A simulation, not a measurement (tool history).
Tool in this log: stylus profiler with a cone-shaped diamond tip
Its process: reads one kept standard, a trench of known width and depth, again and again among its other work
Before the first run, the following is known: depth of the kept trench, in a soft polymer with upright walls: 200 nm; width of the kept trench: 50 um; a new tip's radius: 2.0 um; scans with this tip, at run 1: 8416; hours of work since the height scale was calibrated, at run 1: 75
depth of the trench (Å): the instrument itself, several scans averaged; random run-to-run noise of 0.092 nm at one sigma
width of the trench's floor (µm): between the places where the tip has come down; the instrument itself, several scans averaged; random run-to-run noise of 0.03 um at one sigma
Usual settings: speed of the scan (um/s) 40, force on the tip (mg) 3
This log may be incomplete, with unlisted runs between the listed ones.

run	hour	speed of the scan (um/s)	force on the tip (mg)	scans with this tip	hours of work since the height scale was calibrated	depth of the trench (Å)	width of the trench's floor (µm)
1	0	40	3	8416	75	2023.5	48.13
2	95.9	40	3	8607	123	2022.7	48.15
3	168.5	40	3	8752	159	2025.1	48.23
4	252	40	3	8919	200	2026.7	48.18
5	314	40	3	9043	231	2025.7	48.12
6	412.2	40	3	9239	280	2024.8	48.16
# hour 474.5: new tip fitted, height scale calibrated
7	509.5	40	2.17	70	17	2020.7	48.14
8	602	40	2.17	255	63	2020.4	48.18
9	662.4	40	2.17	375	93	2019.9	48.19
10	727.1	40	2.17	505	126	2019.2	48.17
11	840.5	40	2.17	731	182	2020.2	48.1
12	970.1	55	2.17	990	247	2019.2	48.15
13	1077.4	55	2.17	1204	300	2019.7	48.13
14	1203.5	55	2.17	1456	363	2021.9	48.16
15	1314.4	55	3.07	1678	418	2026.9	48.16
16	1400.8	68	4.52	1851	461	2031.9	48.16
17	1528.6	35	6.08	2106	524	2039.2	48.19
18	1619.9	40	3.29	2288	570	2027.1	48.13
19	1720.7	30	1.68	2490	620	2018.2	48.16
20	1843.1	128	3	2734	681	2025.3	47.99
21	1917.8	12	3	2883	718	2025.1	48.24
22	2016.8	21	4.4	3081	767	2031.3	48.26
23	2077.6	23	1.52	3203	797	2013.8	48.23
24	2196.3	11	2.55	3440	857	2023	48.2
25	2282.7	11	1.92	3613	900	2019	48.23
26	2359	78	3	3765	937	2024.6	48.08
27	2430	53	2.98	3907	973	2024.7	48.17
28	2492	10	1.11	4031	1004	2013	48.22
29	2572.3	73	3	4191	1044	2025.3	48.11

Entry by entry between the runs, the difference in hidden state between the last listed run before and the first listed run after:
Run 6 -> run 7: new tip fitted, height scale calibrated (hour 474.5)
  radius of the tip, um: 2.04 -> 2; height scale over the true one, %: -0.001 -> 0
